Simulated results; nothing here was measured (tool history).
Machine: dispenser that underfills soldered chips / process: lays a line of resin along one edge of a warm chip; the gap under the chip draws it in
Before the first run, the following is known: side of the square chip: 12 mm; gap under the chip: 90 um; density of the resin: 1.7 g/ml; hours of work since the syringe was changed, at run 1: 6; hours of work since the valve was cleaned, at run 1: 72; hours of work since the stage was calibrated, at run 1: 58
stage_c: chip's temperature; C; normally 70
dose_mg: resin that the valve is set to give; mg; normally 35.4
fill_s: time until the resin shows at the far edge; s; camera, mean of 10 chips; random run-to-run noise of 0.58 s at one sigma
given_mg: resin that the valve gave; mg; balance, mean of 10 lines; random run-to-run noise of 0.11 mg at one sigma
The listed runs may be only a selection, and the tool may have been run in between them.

| run | hour | stage_c | dose_mg | hours of work since the syringe was changed | hours of work since the valve was cleaned | hours of work since the stage was calibrated | fill_s | given_mg |
|---|---|---|---|---|---|---|---|---|
| 1 | 0 | 70 | 35.4 | 6 | 72 | 58 | 75.8 | 34.17 |
|  | 3.1 | new syringe of resin |
| 2 | 8.7 | 70 | 35.4 | 4 | 77 | 63 | 63.9 | 34.18 |
|  | 10.4 | dispensing valve cleaned and set on the balance |
| 3 | 13.7 | 70 | 35.4 | 6 | 2 | 66 | 78.6 | 35.27 |
|  | 16.2 | new syringe of resin |
| 4 | 19.4 | 75 | 35.4 | 2 | 6 | 69 | 46.3 | 35.38 |
| 5 | 27.4 | 75 | 35.4 | 7 | 11 | 74 | 68.5 | 35.14 |
|  | 28.2 | new syringe of resin |
| 6 | 33.6 | 75 | 35.4 | 3 | 14 | 78 | 52.2 | 35.13 |
|  | 40.4 | new syringe of resin |
| 7 | 40.6 | 75 | 35.4 | 0 | 19 | 82 | 39.7 | 35.09 |
| 8 | 46.7 | 75 | 35.4 | 4 | 23 | 86 | 53.2 | 34.97 |
|  | 52.6 | new syringe of resin |
| 9 | 56.2 | 75 | 35.4 | 2 | 29 | 92 | 47.3 | 35.13 |
|  | 64.7 | new syringe of resin |
| 10 | 64.7 | 56 | 35.4 | 0 | 34 | 97 | 89.5 | 34.96 |
| 11 | 68.8 | 56 | 35.4 | 3 | 36 | 100 | 112.3 | 35.22 |
| 12 | 76 | 70 | 35.4 | 7 | 41 | 105 | 82.8 | 34.95 |
|  | 76.8 | new syringe of resin |
| 13 | 84.7 | 70 | 35.4 | 5 | 46 | 110 | 71.8 | 34.72 |
|  | 89.1 | new syringe of resin |
| 14 | 90 | 70 | 45.8 | 1 | 49 | 113 | 49.2 | 44.81 |
| 15 | 96.2 | 70 | 45.8 | 5 | 53 | 117 | 66.3 | 44.77 |
|  | 100.9 | new syringe of resin |
| 16 | 104.4 | 70 | 32.5 | 2 | 58 | 122 | 59.1 | 31.65 |
| 17 | 108.8 | 70 | 35.6 | 5 | 61 | 125 | 70.9 | 34.67 |
|  | 113.3 | new syringe of resin |
| 18 | 118.8 | 71 | 40 | 4 | 68 | 131 | 59.3 | 38.74 |
| 19 | 124.2 | 69 | 42.3 | 7 | 71 | 135 | 83.1 | 41.22 |
|  | 125.8 | new syringe of resin |
| 20 | 131.8 | 57 | 45.7 | 4 | 76 | 139 | 113.3 | 44.46 |
|  | 135.8 | dispensing valve cleaned and set on the balance |
| 21 | 137.8 | 66 | 34.2 | 7 | 1 | 142 | 98.2 | 34.08 |
|  | 138.9 | new syringe of resin |
| 22 | 142.4 | 66 | 34.2 | 2 | 4 | 145 | 67.2 | 34.25 |

Predict the results of run 23:
| 23 | 149.5 | 66 | 34.2 | 7 | 9 | 150 | ? | ? |

{"run 23": {"fill_s": 95.2, "given_mg": 34.03}}
The same run, on a tool lacking any hidden state, would have yielded fill_s 59.2 s, given_mg 34.24 mg.
